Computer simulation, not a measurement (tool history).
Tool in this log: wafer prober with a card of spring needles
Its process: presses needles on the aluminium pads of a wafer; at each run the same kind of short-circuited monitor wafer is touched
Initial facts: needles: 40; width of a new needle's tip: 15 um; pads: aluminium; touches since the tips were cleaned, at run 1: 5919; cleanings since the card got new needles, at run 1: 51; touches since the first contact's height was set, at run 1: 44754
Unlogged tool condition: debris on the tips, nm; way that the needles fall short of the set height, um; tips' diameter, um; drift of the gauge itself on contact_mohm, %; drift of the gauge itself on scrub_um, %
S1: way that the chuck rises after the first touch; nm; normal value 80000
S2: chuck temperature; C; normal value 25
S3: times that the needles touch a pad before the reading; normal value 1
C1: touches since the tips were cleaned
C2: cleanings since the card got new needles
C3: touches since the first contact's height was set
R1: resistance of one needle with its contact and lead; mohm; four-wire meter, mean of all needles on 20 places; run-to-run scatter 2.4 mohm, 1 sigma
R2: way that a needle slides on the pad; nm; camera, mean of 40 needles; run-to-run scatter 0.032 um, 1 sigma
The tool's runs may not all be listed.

run 1 hour=0.0 | S1=80000 S2=25 S3=1 | C1=5919 C2=51 C3=44754 | R1=318 R2=10220
-- hour=1.2 tips cleaned on abrasive film
-- hour=12.0 tips cleaned on abrasive film
run 2 hour=12.0 | S1=80000 S2=25 S3=1 | C1=0 C2=53 C3=52500 | R1=280 R2=10190
-- hour=23.1 tips cleaned on abrasive film
-- hour=34.5 tips cleaned on abrasive film
run 3 hour=34.5 | S1=80000 S2=25 S3=1 | C1=0 C2=55 C3=67233 | R1=270 R2=10200
-- hour=46.1 tips cleaned on abrasive film
run 4 hour=54.4 | S1=80000 S2=25 S3=1 | C1=5421 C2=56 C3=80228 | R1=321 R2=10190
-- hour=56.2 tips cleaned on abrasive film
-- hour=67.4 tips cleaned on abrasive film
run 5 hour=76.0 | S1=80000 S2=25 S3=1 | C1=5701 C2=58 C3=94371 | R1=318 R2=10220
-- hour=78.4 tips cleaned on abrasive film
-- hour=88.7 tips cleaned on abrasive film
run 6 hour=90.9 | S1=80000 S2=73 S3=1 | C1=1415 C2=60 C3=104016 | R1=310 R2=10140
-- hour=99.1 tips cleaned on abrasive film
-- hour=110.0 tips cleaned on abrasive film
-- hour=111.8 height of the first contact set anew
run 7 hour=111.8 | S1=80000 S2=73 S3=1 | C1=1030 C2=62 C3=0 | R1=306 R2=10370
-- hour=121.7 tips cleaned on abrasive film
run 8 hour=124.4 | S1=80000 S2=73 S3=1 | C1=1760 C2=63 C3=8199 | R1=308 R2=10300
-- hour=131.9 tips cleaned on abrasive film
-- hour=143.1 tips cleaned on abrasive film
run 9 hour=148.1 | S1=80000 S2=106 S3=1 | C1=3244 C2=65 C3=23672 | R1=325 R2=10330
-- hour=154.1 tips cleaned on abrasive film
run 10 hour=159.6 | S1=80000 S2=106 S3=1 | C1=3642 C2=66 C3=31220 | R1=337 R2=10220
-- hour=164.2 tips cleaned on abrasive film
-- hour=175.0 tips cleaned on abrasive film
run 11 hour=180.7 | S1=80000 S2=106 S3=2 | C1=3756 C2=68 C3=44969 | R1=319 R2=10230
-- hour=185.4 tips cleaned on abrasive film
-- hour=195.4 tips cleaned on abrasive film
run 12 hour=195.4 | S1=80000 S2=106 S3=2 | C1=0 C2=70 C3=54500 | R1=302 R2=10230
-- hour=205.5 tips cleaned on abrasive film
-- hour=216.0 tips cleaned on abrasive film
run 13 hour=216.0 | S1=80000 S2=106 S3=2 | C1=0 C2=72 C3=67928 | R1=300 R2=10190
-- hour=227.3 tips cleaned on abrasive film
run 14 hour=234.8 | S1=80000 S2=25 S3=1 | C1=4946 C2=73 C3=80264 | R1=312 R2=10170
-- hour=238.3 tips cleaned on abrasive film
-- hour=248.6 tips cleaned on abrasive film
run 15 hour=250.2 | S1=80000 S2=25 S3=1 | C1=1096 C2=75 C3=90292 | R1=290 R2=10170
-- hour=259.1 tips cleaned on abrasive film
-- hour=270.0 tips cleaned on abrasive film
run 16 hour=273.2 | S1=83000 S2=30 S3=1 | C1=2116 C2=77 C3=105302 | R1=304 R2=10460
-- hour=281.5 tips cleaned on abrasive film
run 17 hour=286.5 | S1=83000 S2=30 S3=1 | C1=3329 C2=78 C3=113994 | R1=309 R2=10540
-- hour=291.3 height of the first contact set anew
-- hour=293.6 tips cleaned on abrasive film
-- hour=303.9 tips cleaned on abrasive film
run 18 hour=305.8 | S1=83000 S2=30 S3=1 | C1=1211 C2=80 C3=9399 | R1=295 R2=10740
-- hour=314.1 tips cleaned on abrasive film
-- hour=324.6 tips cleaned on abrasive film
run 19 hour=330.4 | S1=99000 S2=111 S3=1 | C1=3798 C2=82 C3=25481 | R1=324 R2=12720
-- hour=336.3 tips cleaned on abrasive film
run 20 hour=343.5 | S1=64000 S2=28 S3=1 | C1=4750 C2=83 C3=34065 | R1=348 R2=8180
-- hour=347.3 tips cleaned on abrasive film
run 21 hour=355.2 | S1=91000 S2=28 S3=1 | C1=5165 C2=84 C3=41677 | R1=310 R2=11700
-- hour=359.1 tips cleaned on abrasive film
-- hour=371.2 tips cleaned on abrasive film
run 22 hour=373.1 | S1=82000 S2=26 S3=1 | C1=1266 C2=86 C3=53352 | R1=286 R2=10500
-- hour=381.4 tips cleaned on abrasive film
-- hour=392.2 tips cleaned on abrasive film
run 23 hour=396.0 | S1=98000 S2=93 S3=1 | C1=2443 C2=88 C3=68273 | R1=313 R2=12560
-- hour=404.2 tips cleaned on abrasive film
run 24 hour=413.2 | S1=80000 S2=52 S3=3 | C1=5921 C2=89 C3=79554 | R1=301 R2=10140
-- hour=415.4 tips cleaned on abrasive film
run 25 hour=423.2 | S1=80000 S2=52 S3=3 | C1=5138 C2=90 C3=86057 | R1=293 R2=10200
-- hour=426.3 tips cleaned on abrasive film
-- hour=437.2 tips cleaned on abrasive film
run 26 hour=445.0 | S1=80000 S2=25 S3=3 | C1=5103 C2=92 C3=100297 | R1=291 R2=10130
-- hour=449.0 tips cleaned on abrasive film
-- hour=459.0 tips cleaned on abrasive film
run 27 hour=459.6 | S1=80000 S2=25 S3=3 | C1=390 C2=94 C3=109810 | R1=277 R2=10130
-- hour=469.7 tips cleaned on abrasive film
run 28 hour=469.7 | S1=80000 S2=25 S3=3 | C1=0 C2=95 C3=116382 | R1=278 R2=10140
-- hour=472.0 height of the first contact set anew
-- hour=480.3 tips cleaned on abrasive film
run 29 hour=481.7 | S1=89000 S2=25 S3=2 | C1=949 C2=96 C3=6344 | R1=283 R2=11500
-- hour=491.0 tips cleaned on abrasive film
-- hour=501.4 tips cleaned on abrasive film
run 30 hour=506.4 | S1=89000 S2=81 S3=2 | C1=3308 C2=98 C3=22460 | R1=308 R2=11480

Measured less the same run without the tool's hidden state. The same run-to-run variation is in both; the gauge's scatter may not be:
run=1 R1=+47 R2=-90
run=2 R1=+7 R2=-110
run=3 R1=+3 R2=-150
run=4 R1=+48 R2=-160
run=5 R1=+49 R2=-180
run=6 R1=+26 R2=-200
run=7 R1=+19 R2=+0
run=8 R1=+25 R2=-10
run=9 R1=+33 R2=-40
run=10 R1=+38 R2=-60
run=11 R1=+24 R2=-90
run=12 R1=+5 R2=-110
run=13 R1=+5 R2=-140
run=14 R1=+47 R2=-160
run=15 R1=+21 R2=-190
run=16 R1=+33 R2=-220
run=17 R1=+39 R2=-230
run=18 R1=+20 R2=-20
run=19 R1=+28 R2=-60
run=20 R1=+74 R2=-60
run=21 R1=+41 R2=-80
run=22 R1=+21 R2=-110
run=23 R1=+23 R2=-140
run=24 R1=+20 R2=-150
run=25 R1=+19 R2=-170
run=26 R1=+20 R2=-190
run=27 R1=+6 R2=-220
run=28 R1=+4 R2=-250
run=29 R1=+11 R2=-20
run=30 R1=+22 R2=-40
